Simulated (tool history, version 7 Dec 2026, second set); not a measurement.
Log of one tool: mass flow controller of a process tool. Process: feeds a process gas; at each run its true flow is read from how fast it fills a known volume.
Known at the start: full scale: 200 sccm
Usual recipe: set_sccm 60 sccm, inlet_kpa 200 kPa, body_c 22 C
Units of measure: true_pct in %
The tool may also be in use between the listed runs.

{"run": 1, "hour": 0.0, "set_sccm": 60, "inlet_kpa": 200, "body_c": 22, "true_pct": 97.33}
{"run": 2, "hour": 59.3, "set_sccm": 60, "inlet_kpa": 205, "body_c": 22, "true_pct": 97.45}
{"run": 3, "hour": 186.9, "set_sccm": 60, "inlet_kpa": 205, "body_c": 22, "true_pct": 97.35}
{"run": 4, "hour": 266.1, "set_sccm": 60, "inlet_kpa": 205, "body_c": 22, "true_pct": 97.35}
{"run": 5, "hour": 336.7, "set_sccm": 60, "inlet_kpa": 200, "body_c": 28, "true_pct": 96.69}
{"run": 6, "hour": 476.9, "set_sccm": 60, "inlet_kpa": 266, "body_c": 22, "true_pct": 96.98}
{"run": 7, "hour": 584.5, "set_sccm": 60, "inlet_kpa": 266, "body_c": 22, "true_pct": 97.08}
{"run": 8, "hour": 690.5, "set_sccm": 60, "inlet_kpa": 266, "body_c": 22, "true_pct": 97.02}
{"run": 9, "hour": 761.4, "set_sccm": 60, "inlet_kpa": 266, "body_c": 22, "true_pct": 96.92}
{"run": 10, "hour": 875.0, "set_sccm": 60, "inlet_kpa": 200, "body_c": 29, "true_pct": 96.46}
{"run": 11, "hour": 1010.9, "set_sccm": 60, "inlet_kpa": 200, "body_c": 22, "true_pct": 97.32}
{"run": 12, "hour": 1072.2, "set_sccm": 60, "inlet_kpa": 200, "body_c": 22, "true_pct": 97.23}
{"run": 13, "hour": 1169.8, "set_sccm": 60, "inlet_kpa": 200, "body_c": 22, "true_pct": 97.28}
{"run": 14, "hour": 1248.7, "set_sccm": 152, "inlet_kpa": 150, "body_c": 28, "true_pct": 99.69}
{"run": 15, "hour": 1347.2, "set_sccm": 188, "inlet_kpa": 184, "body_c": 28, "true_pct": 100.29}
{"hour": 1358.5, "done": "controller's zero set anew"}
{"run": 16, "hour": 1486.3, "set_sccm": 188, "inlet_kpa": 184, "body_c": 28, "true_pct": 99.75}
{"run": 17, "hour": 1549.7, "set_sccm": 60, "inlet_kpa": 265, "body_c": 38, "true_pct": 93.1}
{"hour": 1609.1, "done": "controller's zero set anew, once more"}
{"run": 18, "hour": 1648.8, "set_sccm": 60, "inlet_kpa": 265, "body_c": 38, "true_pct": 97.96}
{"run": 19, "hour": 1714.2, "set_sccm": 31, "inlet_kpa": 179, "body_c": 29, "true_pct": 98.8}
{"run": 20, "hour": 1781.9, "set_sccm": 25, "inlet_kpa": 243, "body_c": 30, "true_pct": 98.28}
{"run": 21, "hour": 1869.8, "set_sccm": 25, "inlet_kpa": 243, "body_c": 30, "true_pct": 98.18}
{"run": 22, "hour": 1934.8, "set_sccm": 60, "inlet_kpa": 161, "body_c": 33, "true_pct": 98.73}
{"run": 23, "hour": 2031.9, "set_sccm": 60, "inlet_kpa": 161, "body_c": 33, "true_pct": 98.72}
{"run": 24, "hour": 2104.2, "set_sccm": 86, "inlet_kpa": 276, "body_c": 23, "true_pct": 100.04}
{"run": 25, "hour": 2241.8, "set_sccm": 38, "inlet_kpa": 165, "body_c": 20, "true_pct": 99.84}
{"run": 26, "hour": 2331.0, "set_sccm": 86, "inlet_kpa": 200, "body_c": 22, "true_pct": 100.45}

Branching from run 26: 3 alternative next runs. What would each branch give?
{"run": "A", "hour": 2396.0, "set_sccm": 52, "inlet_kpa": 185, "body_c": 27, "true_pct": "?"}
{"run": "B", "hour": 2396.0, "set_sccm": 21, "inlet_kpa": 232, "body_c": 29, "true_pct": "?"}
{"run": "C", "hour": 2396.0, "set_sccm": 60, "inlet_kpa": 200, "body_c": 20, "true_pct": "?"}

run=A true_pct=99.10
run=B true_pct=97.80
run=C true_pct=100.11
Take away the tool's hidden state, keep each run's random variation, and the runs would have read:
run=A true_pct=97.60
run=B true_pct=96.95
run=C true_pct=98.55

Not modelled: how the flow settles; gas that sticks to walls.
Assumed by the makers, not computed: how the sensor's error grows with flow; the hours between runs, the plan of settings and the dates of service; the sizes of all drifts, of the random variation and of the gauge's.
